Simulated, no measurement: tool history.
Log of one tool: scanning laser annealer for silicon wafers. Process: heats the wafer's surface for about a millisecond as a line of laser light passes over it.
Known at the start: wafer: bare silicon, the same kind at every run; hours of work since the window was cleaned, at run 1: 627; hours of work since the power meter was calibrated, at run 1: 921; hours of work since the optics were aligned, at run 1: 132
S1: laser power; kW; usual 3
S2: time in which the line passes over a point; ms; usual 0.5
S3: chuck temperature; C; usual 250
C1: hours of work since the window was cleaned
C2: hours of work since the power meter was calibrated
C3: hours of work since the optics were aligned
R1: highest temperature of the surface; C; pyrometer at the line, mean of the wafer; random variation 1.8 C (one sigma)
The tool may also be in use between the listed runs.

run,hour,S1,S2,S3,C1,C2,C3,R1
1,0,3,0.5,250,627,921,132,1018
2,51,3,0.5,258,653,948,158,1022
3,112.2,3,0.5,258,685,980,190,1020
4,167.1,3,0.5,258,714,1009,219,1020
5,231.9,3,0.5,250,748,1043,253,1014
6,265.9,3,0.5,250,766,1060,271,1013
7,327.5,3,0.5,250,798,1093,303,1009
8,375.4,3,0.405,250,823,1118,328,929
9,408.2,3,0.405,250,840,1135,345,929
10,442.2,3,0.405,238,858,1153,363,916
11,479.3,3,0.408,238,877,1172,383,919
# hour 495.4: window over the wafer cleaned
12,544.9,3,0.5,250,26,1205,416,1036
13,588.3,3,0.5,251,49,1228,439,1038
14,628.1,3,0.5,251,69,1249,459,1036
15,681,3,0.5,215,97,1276,487,1002
16,708.3,3,0.5,250,111,1291,501,1030
17,742,3,0.356,250,129,1308,519,910
18,797.6,2.562,0.375,235,158,1337,548,787
19,835.1,2.81,0.406,285,178,1357,568,925
20,865.1,2.65,0.373,222,193,1373,583,792
21,911.6,3.088,0.5,250,218,1397,608,1061
22,969.4,3.088,0.5,250,248,1427,638,1056
23,996.8,3.088,0.5,250,262,1442,652,1056
24,1025.7,3.088,0.5,250,277,1457,667,1053
25,1064.3,3.088,0.5,250,298,1477,688,1055
26,1112.9,3.088,0.5,250,323,1502,713,1053
27,1149.2,3.287,0.465,277,342,1521,732,1112
28,1186.5,3.287,0.465,277,362,1541,752,1115
29,1234.5,3.287,0.465,277,387,1566,777,1112
30,1280.4,3.287,0.465,240,411,1590,801,1076
31,1329.8,3.28,0.447,260,437,1616,827,1076
# hour 1363.7: optics aligned, line set to its width
32,1388.5,3.182,0.5,250,465,1644,13,1088
33,1418.8,2.66,0.5,235,481,1660,29,895
34,1474.9,3,0.472,250,510,1689,58,1003

Hidden state at the last listed run before each entry between runs and at the first one after, where it differs:
Between runs 11 and 12: window over the wafer cleaned (hour 495.4)
  light that passes the window, % of a clean one's: 96.33 -> 99.8; laser's true power over the reading, %: 0.4 -> 0.41; width of the line over the set one, %: 0.84 -> 0.91
  measured less the result without the state, R1: -34 -> -4 C
Between runs 31 and 32: optics aligned, line set to its width (hour 1363.7)
  light that passes the window, % of a clean one's: 98.06 -> 97.94; laser's true power over the reading, %: 0.56 -> 0.57; width of the line over the set one, %: 1.73 -> 0.12
  measured less the result without the state, R1: -27 -> -17 C

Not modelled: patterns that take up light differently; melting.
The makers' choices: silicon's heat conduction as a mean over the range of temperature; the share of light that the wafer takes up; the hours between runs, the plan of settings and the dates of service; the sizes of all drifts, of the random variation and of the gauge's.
